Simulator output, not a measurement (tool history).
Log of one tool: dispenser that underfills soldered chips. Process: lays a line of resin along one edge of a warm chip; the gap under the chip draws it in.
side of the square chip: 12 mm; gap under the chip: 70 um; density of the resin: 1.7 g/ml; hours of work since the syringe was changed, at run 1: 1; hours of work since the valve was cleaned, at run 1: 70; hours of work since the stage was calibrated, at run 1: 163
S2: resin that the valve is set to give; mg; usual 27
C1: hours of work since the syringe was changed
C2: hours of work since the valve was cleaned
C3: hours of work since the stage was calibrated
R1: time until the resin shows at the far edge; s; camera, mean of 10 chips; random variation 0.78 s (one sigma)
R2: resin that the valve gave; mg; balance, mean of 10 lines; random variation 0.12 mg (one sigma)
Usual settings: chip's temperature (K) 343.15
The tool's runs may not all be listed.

run 1 hour=0 | chip's_temperature_(K)=343.15 S2=27 | C1=1 C2=70 C3=163 | R1=81.1 R2=25.35
-- hour=7.2 new syringe of resin
run 2 hour=8.6 | chip's_temperature_(K)=343.15 S2=27 | C1=1 C2=75 C3=168 | R1=79.8 R2=25.43
-- hour=15.7 new syringe of resin
run 3 hour=18.6 | chip's_temperature_(K)=343.15 S2=27 | C1=2 C2=81 C3=175 | R1=83.5 R2=25.34
-- hour=24.1 new syringe of resin
run 4 hour=29 | chip's_temperature_(K)=343.15 S2=23.4 | C1=3 C2=88 C3=181 | R1=91.7 R2=21.82
-- hour=32.5 new syringe of resin
run 5 hour=38.1 | chip's_temperature_(K)=343.15 S2=27 | C1=4 C2=94 C3=187 | R1=89.3 R2=25.06
-- hour=41 new syringe of resin
run 6 hour=48.8 | chip's_temperature_(K)=343.15 S2=27 | C1=5 C2=100 C3=194 | R1=94 R2=24.72
-- hour=50.4 new syringe of resin
-- hour=58.8 new syringe of resin
run 7 hour=58.8 | chip's_temperature_(K)=343.15 S2=27 | C1=0 C2=106 C3=200 | R1=76.4 R2=24.9
-- hour=67.3 new syringe of resin
run 8 hour=67.3 | chip's_temperature_(K)=343.15 S2=29.5 | C1=0 C2=112 C3=205 | R1=76.3 R2=26.98
run 9 hour=74.6 | chip's_temperature_(K)=343.15 S2=27.6 | C1=5 C2=116 C3=210 | R1=96.8 R2=25.17
-- hour=76.1 new syringe of resin
run 10 hour=82.5 | chip's_temperature_(K)=343.15 S2=27.6 | C1=4 C2=121 C3=215 | R1=95.5 R2=24.82
-- hour=85.4 new syringe of resin
run 11 hour=90.2 | chip's_temperature_(K)=343.15 S2=27.6 | C1=3 C2=126 C3=219 | R1=89.5 R2=24.86
-- hour=94.4 new syringe of resin
run 12 hour=100.8 | chip's_temperature_(K)=343.15 S2=28.6 | C1=4 C2=133 C3=226 | R1=95.3 R2=25.58
-- hour=103.4 new syringe of resin
-- hour=112 new syringe of resin
run 13 hour=112 | chip's_temperature_(K)=334.15 S2=27 | C1=0 C2=139 C3=233 | R1=105.2 R2=23.92
-- hour=120.9 new syringe of resin
-- hour=125.5 dispensing valve cleaned and set on the balance
run 14 hour=125.5 | chip's_temperature_(K)=334.15 S2=27 | C1=2 C2=0 C3=241 | R1=117.2 R2=27.18
-- hour=131.2 new syringe of resin
run 15 hour=134.5 | chip's_temperature_(K)=340.15 S2=27 | C1=2 C2=6 C3=246 | R1=92.2 R2=26.81
-- hour=139.8 new syringe of resin
-- hour=149.2 new syringe of resin
run 16 hour=150.1 | chip's_temperature_(K)=340.15 S2=27 | C1=1 C2=15 C3=256 | R1=85.4 R2=26.94
-- hour=157.9 new syringe of resin
run 17 hour=162.6 | chip's_temperature_(K)=343.15 S2=27 | C1=3 C2=23 C3=264 | R1=88 R2=26.69
-- hour=167.2 new syringe of resin
run 18 hour=172.2 | chip's_temperature_(K)=334.15 S2=27 | C1=3 C2=29 C3=270 | R1=121.2 R2=26.46
-- hour=175.9 new syringe of resin
-- hour=184.5 new syringe of resin
run 19 hour=185.4 | chip's_temperature_(K)=344.15 S2=29.8 | C1=1 C2=37 C3=278 | R1=75.7 R2=29.03
-- hour=194 new syringe of resin
run 20 hour=201.1 | chip's_temperature_(K)=357.15 S2=28.6 | C1=5 C2=47 C3=288 | R1=60.5 R2=27.52
-- hour=203.3 new syringe of resin
-- hour=212.3 new syringe of resin
run 21 hour=214.5 | chip's_temperature_(K)=353.15 S2=28.7 | C1=1 C2=55 C3=296 | R1=60.7 R2=27.55
-- hour=221 new syringe of resin
run 22 hour=222.4 | chip's_temperature_(K)=353.15 S2=28.7 | C1=1 C2=60 C3=301 | R1=58.2 R2=27.6
-- hour=229.5 new syringe of resin
run 23 hour=234 | chip's_temperature_(K)=358.15 S2=31.7 | C1=3 C2=68 C3=308 | R1=54.1 R2=30.06
-- hour=238.3 new syringe of resin
-- hour=246.8 new syringe of resin
run 24 hour=250.2 | chip's_temperature_(K)=328.15 S2=23.9 | C1=2 C2=78 C3=318 | R1=147.9 R2=22.44
-- hour=256 new syringe of resin
run 25 hour=257.7 | chip's_temperature_(K)=328.15 S2=23.9 | C1=1 C2=82 C3=323 | R1=144 R2=22.38
-- hour=265.2 new syringe of resin
run 26 hour=271.9 | chip's_temperature_(K)=341.15 S2=30.5 | C1=4 C2=91 C3=332 | R1=102.7 R2=28.26
-- hour=274.1 new syringe of resin
run 27 hour=281.4 | chip's_temperature_(K)=351.15 S2=31.3 | C1=5 C2=97 C3=338 | R1=75.1 R2=28.73
-- hour=282.7 new syringe of resin
-- hour=291.6 new syringe of resin
run 28 hour=292.2 | chip's_temperature_(K)=351.15 S2=31.3 | C1=0 C2=104 C3=344 | R1=61.2 R2=28.82
-- hour=300.5 new syringe of resin
run 29 hour=300.5 | chip's_temperature_(K)=355.15 S2=30.3 | C1=0 C2=109 C3=349 | R1=53.1 R2=27.61
-- hour=309.5 new syringe of resin
run 30 hour=316.5 | chip's_temperature_(K)=355.15 S2=30.3 | C1=5 C2=119 C3=360 | R1=66 R2=27.6
-- hour=317.9 new syringe of resin
-- hour=326.2 new syringe of resin
run 31 hour=327.5 | chip's_temperature_(K)=355.15 S2=30.3 | C1=1 C2=126 C3=366 | R1=55.9 R2=27.39
-- hour=334.5 new syringe of resin
run 32 hour=342 | chip's_temperature_(K)=332.15 S2=23.4 | C1=5 C2=135 C3=375 | R1=150.5 R2=21.09
-- hour=343.2 new syringe of resin
run 33 hour=350.3 | chip's_temperature_(K)=332.15 S2=23.4 | C1=5 C2=140 C3=381 | R1=150.5 R2=21

3 ways to go on from here, each from the tool as it stands after run 33. What would each give?
-- hour=352.1 new syringe of resin
run A hour=359 | chip's_temperature_(K)=347.15 S2=27 | C1=4 C2=145 C3=386 | R1=? R2=?
-- hour=352.1 new syringe of resin
run B hour=359 | chip's_temperature_(K)=331.15 S2=23.5 | C1=4 C2=145 C3=386 | R1=? R2=?
-- hour=352.1 new syringe of resin
run C hour=359 | chip's_temperature_(K)=332.15 S2=27.9 | C1=4 C2=145 C3=386 | R1=? R2=?

run=A R1=86.8 R2=24
run=B R1=155.8 R2=20.92
run=C R1=143.2 R2=24.67
Without the tool's hidden state the same runs would have given:
run=A R1=63.3 R2=27.09
run=B R1=110.6 R2=23.61
run=C R1=103.7 R2=27.86
